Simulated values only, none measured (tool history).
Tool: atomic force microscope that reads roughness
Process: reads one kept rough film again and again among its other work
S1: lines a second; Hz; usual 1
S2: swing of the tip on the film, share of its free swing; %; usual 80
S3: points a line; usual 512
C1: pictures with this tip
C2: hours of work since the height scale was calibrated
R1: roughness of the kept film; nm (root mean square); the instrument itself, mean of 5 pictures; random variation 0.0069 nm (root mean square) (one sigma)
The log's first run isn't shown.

run   hour  S1  S2   S3   C1   C2     R1
  2     14   1  63  512   20  268  2.844
  3   25.6   1  63  512   37  274  2.831
  4   39.4   1  80  512   57  280  2.741
  5   53.7   1  80  496   78  287  2.709
  6   62.6   1  69  512   91  292  2.746
  7   73.2   1  80  851  107  297  2.663
      78.4  -- new tip fitted
  8   84.2   1  80  851    8  302   2.78
  9   96.1   1  80  851   26  308  2.753
 10  108.6   1  80  851   44  314  2.747
 11  117.8   1  80  512   57  318  2.736
 12  133.6   1  80  512   80  326  2.711
 13  146.1   1  80  512   99  332  2.678
       148  -- height scale calibrated on a step standard
     158.1  -- new tip fitted
 14  159.4   1  80  512    2    5  2.806
 15  170.4   1  80  512   18   11  2.772
 16  185.4   1  80  279   40   18  2.729

Forecast run 17:
 17  192.8  1.7  80  1004  51  21   ?

{"run 17": {"R1": 2.66}}
Without the tool's hidden state the same run would have given R1 2.7 nm (root mean square).

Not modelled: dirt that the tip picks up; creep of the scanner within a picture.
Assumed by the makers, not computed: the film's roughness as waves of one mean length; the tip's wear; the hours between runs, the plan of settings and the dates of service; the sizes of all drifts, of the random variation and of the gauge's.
